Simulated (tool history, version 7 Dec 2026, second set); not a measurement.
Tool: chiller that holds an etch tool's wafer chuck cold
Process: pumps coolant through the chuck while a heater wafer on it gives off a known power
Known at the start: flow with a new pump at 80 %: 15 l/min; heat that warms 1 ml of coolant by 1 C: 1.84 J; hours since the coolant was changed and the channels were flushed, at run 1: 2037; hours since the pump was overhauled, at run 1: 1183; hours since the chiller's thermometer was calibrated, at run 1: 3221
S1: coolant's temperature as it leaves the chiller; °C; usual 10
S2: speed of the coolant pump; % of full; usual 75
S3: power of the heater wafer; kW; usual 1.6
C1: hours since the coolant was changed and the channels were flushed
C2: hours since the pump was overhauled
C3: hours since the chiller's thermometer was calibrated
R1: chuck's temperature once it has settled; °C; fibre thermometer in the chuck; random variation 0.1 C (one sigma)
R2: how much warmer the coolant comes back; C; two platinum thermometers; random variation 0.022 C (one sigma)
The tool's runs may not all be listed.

run,day,S1,S2,S3,C1,C2,C3,R1,R2
1,0,10,75,1.6,2037,1183,3221,20.6,3.72
2,4.317,10,80,1.6,2140,1287,3324,19.8,3.39
3,6.421,10,75,1.6,2191,1337,3375,20.1,3.64
# day 6.671: chiller's thermometer calibrated
4,9.583,10,75,1.6,2266,1412,70,20.3,3.58
5,13.117,10,75,1.6,2351,1497,155,20.2,3.55
6,17.3,10,75,1.974,2451,1598,255,22.8,4.44
7,21.825,10,75,1.974,2560,1706,364,22.7,4.34
8,25.804,10,75,0.886,2655,1802,459,15.6,1.86
9,27.746,0,75,0.886,2702,1848,506,5.6,1.81
10,32.258,0,75,0.886,2810,1957,614,5.6,1.7
11,35.754,9,75,0.886,2894,2041,698,14.6,1.7
12,39.308,9,75,0.886,2979,2126,783,14.9,1.64
13,43.879,9,75,0.886,3089,2235,893,14.8,1.61
# day 44.2: gauge calibrated
14,46.621,17,70,1.705,3155,2301,959,28.3,4.19
15,50.854,7,74,1.237,3256,2403,1060,15.2,2.82
16,54.483,7,66,0.811,3343,2490,1148,12.5,2.03
17,58.846,7,66,0.811,3448,2595,1252,12.6,1.96
18,62.821,11,69,1.6,3544,2690,1348,21.9,3.79
19,66.346,10,99,1.736,3628,2775,1432,19.6,2.89
20,68.896,10,99,1.6,3689,2836,1493,18.8,2.56
21,72.258,20,89,1.223,3770,2917,1574,27.1,2.13
22,75.846,20,79,1.223,3856,3003,1660,27.6,2.38
23,79.288,10,63,1.166,3939,3085,1743,18.3,2.85
24,83.588,10,63,1.166,4042,3188,1846,18.4,2.82
25,87.192,17,62,0.951,4128,3275,1933,23.9,2.24
26,89.917,17,62,0.951,4194,3340,1998,23.9,2.19

The same runs without the tool's hidden state, with the same run-to-run variation:
The hidden state here: heat passed by the chuck's channels, % of clean ones'; flow at a given pump speed, % of a new pump's; coolant's true temperature over the reading, C; drift of the gauge itself on chuck_c, C; drift of the gauge itself on warmer_back_c, C.
run,R2
1,3.72
2,3.43
3,3.7
4,3.67
5,3.68
6,4.61
7,4.55
8,2.11
9,2.09
10,2.02
11,2.05
12,2.04
13,2.05
14,4.22
15,2.88
16,2.14
17,2.11
18,3.97
19,3.11
20,2.81
21,2.41
22,2.69
23,3.2
24,3.21
25,2.67
26,2.65
R1: as measured in every run.
